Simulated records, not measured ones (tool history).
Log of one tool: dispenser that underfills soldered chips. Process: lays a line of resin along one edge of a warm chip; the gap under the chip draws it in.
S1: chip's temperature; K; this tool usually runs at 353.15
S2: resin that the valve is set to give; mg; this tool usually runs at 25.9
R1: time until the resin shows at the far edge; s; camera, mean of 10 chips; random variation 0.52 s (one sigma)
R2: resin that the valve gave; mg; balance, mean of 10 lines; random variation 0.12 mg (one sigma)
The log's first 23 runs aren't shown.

{"hour": 147.7, "done": "new syringe of resin"}
{"run": 24, "hour": 148.2, "S1": 352.15, "S2": 26.6, "R1": 47.6, "R2": 25.81}
{"run": 25, "hour": 154.4, "S1": 345.15, "S2": 22.4, "R1": 91.5, "R2": 21.67}
{"hour": 159.1, "done": "new syringe of resin"}
{"run": 26, "hour": 162.5, "S1": 347.15, "S2": 27, "R1": 66.9, "R2": 25.99}
{"hour": 170.3, "done": "new syringe of resin"}
{"run": 27, "hour": 171.1, "S1": 353.15, "S2": 23.6, "R1": 45.7, "R2": 22.53}
{"hour": 179.6, "done": "dispensing valve cleaned and set on the balance"}
{"run": 28, "hour": 179.7, "S1": 341.15, "S2": 25.5, "R1": 117.8, "R2": 25.59}
{"hour": 182.9, "done": "new syringe of resin"}
{"run": 29, "hour": 189.0, "S1": 367.15, "S2": 25.9, "R1": 31.3, "R2": 25.87}
{"hour": 194.5, "done": "new syringe of resin"}
{"run": 30, "hour": 195.1, "S1": 357.15, "S2": 25.9, "R1": 37.5, "R2": 25.89}
{"run": 31, "hour": 203.9, "S1": 358.15, "S2": 24, "R1": 56, "R2": 23.8}
{"hour": 206.1, "done": "new syringe of resin"}
{"run": 32, "hour": 212.9, "S1": 340.15, "S2": 25.9, "R1": 117.4, "R2": 25.64}
{"hour": 217.4, "done": "new syringe of resin"}
{"run": 33, "hour": 220.6, "S1": 367.15, "S2": 28, "R1": 26.9, "R2": 27.49}
{"run": 34, "hour": 227.0, "S1": 355.15, "S2": 28, "R1": 64.2, "R2": 27.46}
{"hour": 229.2, "done": "new syringe of resin"}
{"run": 35, "hour": 235.4, "S1": 353.15, "S2": 29.6, "R1": 59.7, "R2": 28.38}
{"hour": 240.7, "done": "new syringe of resin"}
{"run": 36, "hour": 243.7, "S1": 353.15, "S2": 29.6, "R1": 49.8, "R2": 28.73}

3 ways to go on from here, each from the tool as it stands after run 36. What would each give?
{"run": "A", "hour": 251.5, "S1": 341.15, "S2": 22.6, "R1": "?", "R2": "?"}
{"run": "B", "hour": 251.5, "S1": 366.15, "S2": 29.6, "R1": "?", "R2": "?"}
{"run": "C", "hour": 251.5, "S1": 353.15, "S2": 24.5, "R1": "?", "R2": "?"}

run=A R1=139.9 R2=21.63
run=B R1=41.1 R2=28.32
run=C R1=76.1 R2=23.58
Take away the tool's hidden state, keep each run's random variation, and the runs would have read:
run=A R1=77.6 R2=22.51
run=B R1=23 R2=29.47
run=C R1=42.4 R2=24.53
